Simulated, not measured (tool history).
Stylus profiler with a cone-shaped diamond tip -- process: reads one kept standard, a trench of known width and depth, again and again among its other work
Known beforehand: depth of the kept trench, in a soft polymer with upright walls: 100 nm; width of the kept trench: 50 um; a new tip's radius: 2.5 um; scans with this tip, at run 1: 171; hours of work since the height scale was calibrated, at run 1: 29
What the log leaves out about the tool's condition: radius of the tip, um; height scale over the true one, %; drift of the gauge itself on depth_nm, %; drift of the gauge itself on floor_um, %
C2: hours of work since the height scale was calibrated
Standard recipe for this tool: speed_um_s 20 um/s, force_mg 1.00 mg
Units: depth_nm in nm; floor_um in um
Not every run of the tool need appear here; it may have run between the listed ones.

{"run": 1, "hour": 0.0, "speed_um_s": 20, "force_mg": 1.0, "scans with this tip": 171, "C2": 29, "depth_nm": 100.57, "floor_um": 48.42}
{"run": 2, "hour": 66.2, "speed_um_s": 20, "force_mg": 0.58, "scans with this tip": 364, "C2": 61, "depth_nm": 100.39, "floor_um": 48.4}
{"run": 3, "hour": 112.4, "speed_um_s": 53, "force_mg": 0.58, "scans with this tip": 498, "C2": 83, "depth_nm": 100.47, "floor_um": 47.9}
{"run": 4, "hour": 154.8, "speed_um_s": 53, "force_mg": 0.58, "scans with this tip": 622, "C2": 104, "depth_nm": 100.44, "floor_um": 47.99}
{"run": 5, "hour": 209.6, "speed_um_s": 53, "force_mg": 0.58, "scans with this tip": 781, "C2": 130, "depth_nm": 100.45, "floor_um": 48.01}
{"run": 6, "hour": 281.4, "speed_um_s": 53, "force_mg": 0.58, "scans with this tip": 990, "C2": 165, "depth_nm": 100.47, "floor_um": 47.93}
{"run": 7, "hour": 342.7, "speed_um_s": 6, "force_mg": 1.0, "scans with this tip": 1168, "C2": 195, "depth_nm": 100.72, "floor_um": 48.52}
{"run": 8, "hour": 382.6, "speed_um_s": 6, "force_mg": 1.0, "scans with this tip": 1285, "C2": 214, "depth_nm": 100.62, "floor_um": 48.55}
{"run": 9, "hour": 428.0, "speed_um_s": 69, "force_mg": 1.0, "scans with this tip": 1417, "C2": 236, "depth_nm": 100.6, "floor_um": 47.97}
{"run": 10, "hour": 499.4, "speed_um_s": 69, "force_mg": 1.0, "scans with this tip": 1624, "C2": 271, "depth_nm": 100.68, "floor_um": 47.91}
{"run": 11, "hour": 552.1, "speed_um_s": 69, "force_mg": 1.0, "scans with this tip": 1778, "C2": 296, "depth_nm": 100.79, "floor_um": 47.93}
{"run": 12, "hour": 630.2, "speed_um_s": 20, "force_mg": 2.27, "scans with this tip": 2005, "C2": 334, "depth_nm": 101.2, "floor_um": 48.38}
{"run": 13, "hour": 683.2, "speed_um_s": 35, "force_mg": 2.27, "scans with this tip": 2159, "C2": 360, "depth_nm": 101.11, "floor_um": 48.31}
{"run": 14, "hour": 741.4, "speed_um_s": 35, "force_mg": 2.27, "scans with this tip": 2329, "C2": 388, "depth_nm": 101.13, "floor_um": 48.28}
{"hour": 749.1, "done": "height scale calibrated on a step standard"}
{"run": 15, "hour": 801.6, "speed_um_s": 35, "force_mg": 2.27, "scans with this tip": 2502, "C2": 25, "depth_nm": 101.19, "floor_um": 48.34}
{"run": 16, "hour": 879.2, "speed_um_s": 35, "force_mg": 2.27, "scans with this tip": 2728, "C2": 63, "depth_nm": 101.27, "floor_um": 48.31}
{"run": 17, "hour": 936.2, "speed_um_s": 35, "force_mg": 2.27, "scans with this tip": 2894, "C2": 91, "depth_nm": 101.2, "floor_um": 48.24}
{"run": 18, "hour": 1003.8, "speed_um_s": 75, "force_mg": 1.0, "scans with this tip": 3091, "C2": 124, "depth_nm": 100.8, "floor_um": 47.81}
{"run": 19, "hour": 1078.5, "speed_um_s": 73, "force_mg": 1.0, "scans with this tip": 3308, "C2": 160, "depth_nm": 100.69, "floor_um": 47.75}
{"run": 20, "hour": 1125.3, "speed_um_s": 25, "force_mg": 1.0, "scans with this tip": 3444, "C2": 183, "depth_nm": 100.81, "floor_um": 48.27}
{"run": 21, "hour": 1170.1, "speed_um_s": 25, "force_mg": 1.0, "scans with this tip": 3575, "C2": 204, "depth_nm": 100.85, "floor_um": 48.23}
{"hour": 1200.3, "done": "height scale calibrated on a step standard, once more"}
{"run": 22, "hour": 1247.3, "speed_um_s": 54, "force_mg": 1.0, "scans with this tip": 3798, "C2": 23, "depth_nm": 100.54, "floor_um": 47.98}
{"run": 23, "hour": 1297.4, "speed_um_s": 8, "force_mg": 1.0, "scans with this tip": 3944, "C2": 47, "depth_nm": 100.59, "floor_um": 48.42}
{"run": 24, "hour": 1340.6, "speed_um_s": 20, "force_mg": 1.27, "scans with this tip": 4069, "C2": 68, "depth_nm": 100.77, "floor_um": 48.28}
{"run": 25, "hour": 1408.6, "speed_um_s": 6, "force_mg": 0.6, "scans with this tip": 4267, "C2": 101, "depth_nm": 100.42, "floor_um": 48.33}
{"run": 26, "hour": 1464.5, "speed_um_s": 9, "force_mg": 1.74, "scans with this tip": 4430, "C2": 128, "depth_nm": 100.87, "floor_um": 48.35}
{"run": 27, "hour": 1528.5, "speed_um_s": 9, "force_mg": 1.74, "scans with this tip": 4616, "C2": 159, "depth_nm": 100.97, "floor_um": 48.41}
{"run": 28, "hour": 1563.7, "speed_um_s": 9, "force_mg": 1.47, "scans with this tip": 4719, "C2": 176, "depth_nm": 100.88, "floor_um": 48.38}
{"run": 29, "hour": 1616.8, "speed_um_s": 9, "force_mg": 0.92, "scans with this tip": 4873, "C2": 202, "depth_nm": 100.54, "floor_um": 48.35}
{"run": 30, "hour": 1652.4, "speed_um_s": 37, "force_mg": 2.75, "scans with this tip": 4977, "C2": 219, "depth_nm": 101.3, "floor_um": 48.21}
{"run": 31, "hour": 1705.0, "speed_um_s": 6, "force_mg": 2.28, "scans with this tip": 5130, "C2": 245, "depth_nm": 101.14, "floor_um": 48.31}
{"run": 32, "hour": 1766.9, "speed_um_s": 6, "force_mg": 2.28, "scans with this tip": 5310, "C2": 275, "depth_nm": 101.07, "floor_um": 48.36}
{"run": 33, "hour": 1828.8, "speed_um_s": 52, "force_mg": 1.0, "scans with this tip": 5490, "C2": 305, "depth_nm": 100.7, "floor_um": 47.94}
{"run": 34, "hour": 1878.4, "speed_um_s": 52, "force_mg": 0.64, "scans with this tip": 5634, "C2": 329, "depth_nm": 100.48, "floor_um": 47.8}
{"run": 35, "hour": 1955.5, "speed_um_s": 31, "force_mg": 0.67, "scans with this tip": 5858, "C2": 366, "depth_nm": 100.52, "floor_um": 48.06}
{"run": 36, "hour": 2005.7, "speed_um_s": 5, "force_mg": 2.94, "scans with this tip": 6005, "C2": 391, "depth_nm": 101.24, "floor_um": 48.32}
{"run": 37, "hour": 2055.1, "speed_um_s": 28, "force_mg": 1.0, "scans with this tip": 6148, "C2": 415, "depth_nm": 100.7, "floor_um": 48.07}
{"run": 38, "hour": 2130.9, "speed_um_s": 28, "force_mg": 1.0, "scans with this tip": 6369, "C2": 452, "depth_nm": 100.77, "floor_um": 48.1}
{"run": 39, "hour": 2177.9, "speed_um_s": 69, "force_mg": 1.0, "scans with this tip": 6506, "C2": 474, "depth_nm": 100.73, "floor_um": 47.77}
{"run": 40, "hour": 2252.8, "speed_um_s": 69, "force_mg": 1.0, "scans with this tip": 6724, "C2": 511, "depth_nm": 100.66, "floor_um": 47.68}
{"run": 41, "hour": 2310.4, "speed_um_s": 34, "force_mg": 1.0, "scans with this tip": 6891, "C2": 539, "depth_nm": 100.82, "floor_um": 48.1}
{"run": 42, "hour": 2366.6, "speed_um_s": 34, "force_mg": 1.0, "scans with this tip": 7055, "C2": 566, "depth_nm": 100.76, "floor_um": 48.06}
{"run": 43, "hour": 2435.8, "speed_um_s": 19, "force_mg": 2.6, "scans with this tip": 7256, "C2": 600, "depth_nm": 101.29, "floor_um": 48.26}
{"run": 44, "hour": 2468.0, "speed_um_s": 8, "force_mg": 0.81, "scans with this tip": 7350, "C2": 615, "depth_nm": 100.75, "floor_um": 48.27}
{"run": 45, "hour": 2535.6, "speed_um_s": 6, "force_mg": 0.35, "scans with this tip": 7546, "C2": 648, "depth_nm": 100.51, "floor_um": 48.25}

Each row is a separate what-if for the run after 45, all from the same tool condition, not one after another. Results?
{"run": "A", "hour": 2584.7, "speed_um_s": 25, "force_mg": 1.0, "scans with this tip": 7689, "C2": 672, "depth_nm": "?", "floor_um": "?"}
{"run": "B", "hour": 2584.7, "speed_um_s": 70, "force_mg": 0.67, "scans with this tip": 7689, "C2": 672, "depth_nm": "?", "floor_um": "?"}
{"run": "C", "hour": 2584.7, "speed_um_s": 17, "force_mg": 0.36, "scans with this tip": 7689, "C2": 672, "depth_nm": "?", "floor_um": "?"}
{"run": "D", "hour": 2584.7, "speed_um_s": 60, "force_mg": 1.36, "scans with this tip": 7689, "C2": 672, "depth_nm": "?", "floor_um": "?"}
{"run": "E", "hour": 2584.7, "speed_um_s": 6, "force_mg": 2.87, "scans with this tip": 7689, "C2": 672, "depth_nm": "?", "floor_um": "?"}

run=A depth_nm=100.80 floor_um=48.04
run=B depth_nm=100.63 floor_um=47.58
run=C depth_nm=100.48 floor_um=48.05
run=D depth_nm=100.95 floor_um=47.87
run=E depth_nm=101.38 floor_um=48.23
Take away the tool's hidden state, keep each run's random variation, and the runs would have read:
run=A depth_nm=100.58 floor_um=48.31
run=B depth_nm=100.41 floor_um=47.85
run=C depth_nm=100.27 floor_um=48.32
run=D depth_nm=100.74 floor_um=48.14
run=E depth_nm=101.17 floor_um=48.50
